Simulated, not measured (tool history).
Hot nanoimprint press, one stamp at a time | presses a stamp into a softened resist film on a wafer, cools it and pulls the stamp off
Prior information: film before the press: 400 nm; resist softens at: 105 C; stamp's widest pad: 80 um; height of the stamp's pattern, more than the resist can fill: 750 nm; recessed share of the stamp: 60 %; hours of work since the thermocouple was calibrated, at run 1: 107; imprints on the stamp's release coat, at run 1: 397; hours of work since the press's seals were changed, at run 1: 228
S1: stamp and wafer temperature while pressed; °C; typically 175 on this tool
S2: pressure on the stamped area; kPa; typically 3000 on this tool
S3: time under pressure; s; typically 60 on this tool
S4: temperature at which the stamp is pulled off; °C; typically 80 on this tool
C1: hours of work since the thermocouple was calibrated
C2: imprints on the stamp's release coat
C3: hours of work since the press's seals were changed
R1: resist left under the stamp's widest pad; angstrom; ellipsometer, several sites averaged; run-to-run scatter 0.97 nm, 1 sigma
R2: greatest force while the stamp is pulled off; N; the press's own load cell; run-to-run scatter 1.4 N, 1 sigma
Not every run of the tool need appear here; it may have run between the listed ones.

run     day   S1    S2   S3  S4   C1    C2   C3    R1   R2
  1   0.000  175  3000   60  80  107   397  228  1718  162
  2   1.471  175  3000   60  80  133   493  254  1717  161
  3   2.575  175  3000   60  80  153   566  274  1711  162
  4   4.462  172  3000   60  80  186   690  308  1876  166
  5   6.779  172  3000   60  80  227   842  349  1858  167
  6   8.121  182  3000   60  80  251   930  372  1379  164
  7   9.542  182  3000   60  80  277  1024  398  1385  165
  8  11.442  175  3000   60  77  310  1149  431  1679  183
  9  12.604  175  3000   60  77  331  1225  452  1684  183
     13.450  -- stamp cleaned and given a new release coat
 10  14.262  175  3000   60  65  356    53  477  1677  225
 11  15.783  175  3000   60  65  383   153  504  1690  223
     17.554  -- press's hydraulic seals changed and the load cell set to zero
 12  17.625  175  3000   60  65  410   253    1  1668  224
 13  18.871  175  3000   60  65  432   335   23  1638  226
 14  20.783  166  3000   60  80  466   460   57  2157  159
 15  23.062  166  3000   60  80  506   610   98  2145  157
 16  24.533  175  2890   60  80  532   707  124  1680  159
 17  25.650  173  3000   86  79  552   780  144  1508  161
     26.742  -- plate thermocouple calibrated
 18  27.954  173  3000   86  79   21   923  182  1585  173
 19  29.679  173  3000   86  79   52  1037  213  1604  171
 20  31.892  173  4210  114  79   91  1182  252  1186  175
 21  33.100  167  1860   42  66  113  1262  274  2865  237
     33.483  -- stamp cleaned and given a new release coat
 22  34.671  167  1860   42  66  136    78  297  2870  221
 23  36.200  167  1860   42  66  163   179  324  2857  219
 24  37.229  167  4570  100  66  182   246  343  1465  226
 25  38.779  166  4550   49  88  209   349  370  1951  121

Forecast run 26:
 26  40.975  166  4550  49  88  248  493  409   ?   ?

Run 26 gave R1 1929 angstrom, R2 121 N.
With no hidden state in the tool, this same run would have given R1 1969 angstrom, R2 122 N.
